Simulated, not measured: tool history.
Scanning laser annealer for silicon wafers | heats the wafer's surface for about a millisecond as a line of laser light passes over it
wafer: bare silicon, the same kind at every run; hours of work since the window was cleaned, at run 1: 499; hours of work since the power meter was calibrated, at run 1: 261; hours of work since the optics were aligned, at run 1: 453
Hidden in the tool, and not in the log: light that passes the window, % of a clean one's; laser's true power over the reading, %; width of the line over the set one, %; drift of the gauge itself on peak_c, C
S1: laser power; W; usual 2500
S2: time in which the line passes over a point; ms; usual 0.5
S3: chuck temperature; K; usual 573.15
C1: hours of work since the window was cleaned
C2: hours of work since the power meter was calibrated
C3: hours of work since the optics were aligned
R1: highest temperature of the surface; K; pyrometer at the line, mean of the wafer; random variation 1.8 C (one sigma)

Run 1, day 0: usual settings; C1 499; C2 261; C3 453. Result: R1 1299.15 K.
Run 2, day 0.579: usual settings; C1 509; C2 271; C3 464. Result: R1 1297.15 K.
Run 3, day 0.896: usual settings; C1 515; C2 277; C3 469. Result: R1 1295.15 K.
Run 4, day 1.529: usual settings; C1 526; C2 288; C3 480. Result: R1 1298.15 K.
Run 5, day 1.804: usual settings but S1 2414 W; C1 531; C2 293; C3 485. Result: R1 1266.15 K.
Run 6, day 2.238: usual settings but S3 570.15 K; C1 539; C2 300; C3 493. Result: R1 1291.15 K.
Run 7, day 2.733: usual settings but S3 570.15 K; C1 547; C2 309; C3 502. Result: R1 1289.15 K.
Run 8, day 3.104: usual settings but S3 570.15 K; C1 554; C2 316; C3 508. Result: R1 1288.15 K.
Run 9, day 3.479: usual settings but S3 570.15 K; C1 561; C2 323; C3 515. Result: R1 1290.15 K.
Run 10, day 3.896: usual settings but S3 570.15 K; C1 568; C2 330; C3 523. Result: R1 1286.15 K.
Run 11, day 4.221: usual settings but S1 2659 W, S2 0.418 ms, S3 545.15 K; C1 574; C2 336; C3 528. Result: R1 1251.15 K.
Run 12, day 4.6: usual settings but S1 2452 W, S2 0.44 ms, S3 566.15 K; C1 580; C2 342; C3 535. Result: R1 1229.15 K.
Run 13, day 5.229: usual settings but S1 2679 W, S2 0.488 ms, S3 546.15 K; C1 592; C2 354; C3 546. Result: R1 1307.15 K.
Run 14, day 5.862: usual settings but S1 2679 W, S2 0.488 ms, S3 546.15 K; C1 603; C2 365; C3 557. Result: R1 1307.15 K.
Run 15, day 6.35: usual settings but S1 2679 W, S2 0.488 ms, S3 546.15 K; C1 612; C2 374; C3 566. Result: R1 1309.15 K.
Run 16, day 6.879: usual settings but S1 2722 W, S2 0.538 ms, S3 609.15 K; C1 621; C2 383; C3 575. Result: R1 1418.15 K.

4 ways to go on from here, each from the tool as it stands after run 16. What would each give?
Run A, day 7.483: usual settings but S1 2261 W, S2 0.58 ms, S3 576.15 K; C1 632; C2 394; C3 586. Result: R1 ?.
Run B, day 7.483: usual settings but S1 2560 W, S2 0.351 ms, S3 542.15 K; C1 632; C2 394; C3 586. Result: R1 ?.
Run C, day 7.483: usual settings but S1 2242 W; C1 632; C2 394; C3 586. Result: R1 ?.
Run D, day 7.483: usual settings but S1 2429 W; C1 632; C2 394; C3 586. Result: R1 ?.

run       R1
  A  1261.15
  B  1162.15
  C  1207.15
  D  1264.15
Without the tool's hidden state the same runs would have given:
run       R1
  A  1300.15
  B  1197.15
  C  1243.15
  D  1303.15

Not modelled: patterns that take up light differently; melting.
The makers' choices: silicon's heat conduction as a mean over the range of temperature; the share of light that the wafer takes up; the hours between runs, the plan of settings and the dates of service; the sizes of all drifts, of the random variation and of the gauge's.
